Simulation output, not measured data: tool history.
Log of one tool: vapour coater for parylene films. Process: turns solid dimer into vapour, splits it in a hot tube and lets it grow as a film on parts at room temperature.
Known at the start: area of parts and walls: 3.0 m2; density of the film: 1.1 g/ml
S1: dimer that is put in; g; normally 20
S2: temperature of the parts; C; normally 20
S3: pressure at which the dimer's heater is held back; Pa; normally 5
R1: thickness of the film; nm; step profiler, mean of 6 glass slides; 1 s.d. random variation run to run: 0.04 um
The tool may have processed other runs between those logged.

run	day	S1	S2	S3	R1
1	0	20	20	5	4140
2	1.338	20	20	5	4070
3	2.967	20	32	5	2290
4	4.275	13	20	5	2630
5	5.375	13	20	5	2650
6	6.346	20	20	5	4000
7	7.508	20	20	5	3960
8	8.621	20	20	5	3910
9	9.808	20	20	2.22	4090
10	11.108	12	20	5	2330
11	12.729	12	20	5	2300
12	13.421	29	20	5	5600
13	14.333	29	20	5	5580
14	15.492	29	20	5	5610
# day 16.038: trap's valve overhauled
15	17.104	20	20	5	4250
16	18.35	20	20	5	4180
17	20.012	20	20	5	4200
18	20.929	20	20	5	4260
19	21.846	32	20	5	6560
20	23.438	10	20	5	2060
21	24.188	10	20	5	2090
22	25.204	10	20	5	2070
23	26.429	10	24	2.74	1770
24	27.696	30	13	10.56	8180
25	28.896	30	13	5.9	8480
26	30.454	18	22	11.59	3060
27	32.154	13	31	5.85	1500
# day 32.333: table's thermometer calibrated
28	33.904	13	31	5.85	1470
29	34.654	13	31	5.85	1450
# day 35.904: table's thermometer calibrated, once more
30	36.367	8	24	5	1310
31	37.4	20	15	5	5080
32	38.096	32	23	2.11	5790
33	39.529	9	16	3.12	2240
34	41.192	9	16	3.12	2220
35	42.325	9	16	3.12	2180
36	43.558	29	14	5.26	7550
37	44.942	21	20	2.57	4260
38	45.867	20	17	11.12	4330
# day 46.867: trap's valve overhauled
39	47.012	20	17	11.12	4680
40	47.712	33	17	2.25	8540
41	48.712	20	28	6.06	2850
42	50.346	20	21	5.65	4060
43	51.738	19	22	7.89	3520

A few steps of R1 between consecutive runs. Split each: what settings, incoming material and random variation would produce without the hidden state, and what is left over for the hidden state, along with gauge scatter present in only one of the two compared results (measured, and without hidden state):
The hidden state here: vapour lost through the trap's worn valve, %; true temperature of the parts over the reading, C; drift of the gauge itself on film_um, %.
Run 14 -> 15: S1 29 -> 20, trap's valve overhauled. R1 -1360 nm: hidden state +560, all else -1920.
Run 23 -> 24: S1 10 -> 30, S2 24 -> 13, S3 2.74 -> 10.56. R1 +6410 nm: hidden state -480, all else +6890.
Run 25 -> 26: S1 30 -> 18, S2 13 -> 22, S3 5.9 -> 11.59. R1 -5420 nm: hidden state +200, all else -5620.
Run 35 -> 36: S1 9 -> 29, S2 16 -> 14, S3 3.12 -> 5.26. R1 +5370 nm: hidden state -590, all else +5960.
Run 40 -> 41: S1 33 -> 20, S2 17 -> 28, S3 2.25 -> 6.06. R1 -5690 nm: hidden state +120, all else -5810.
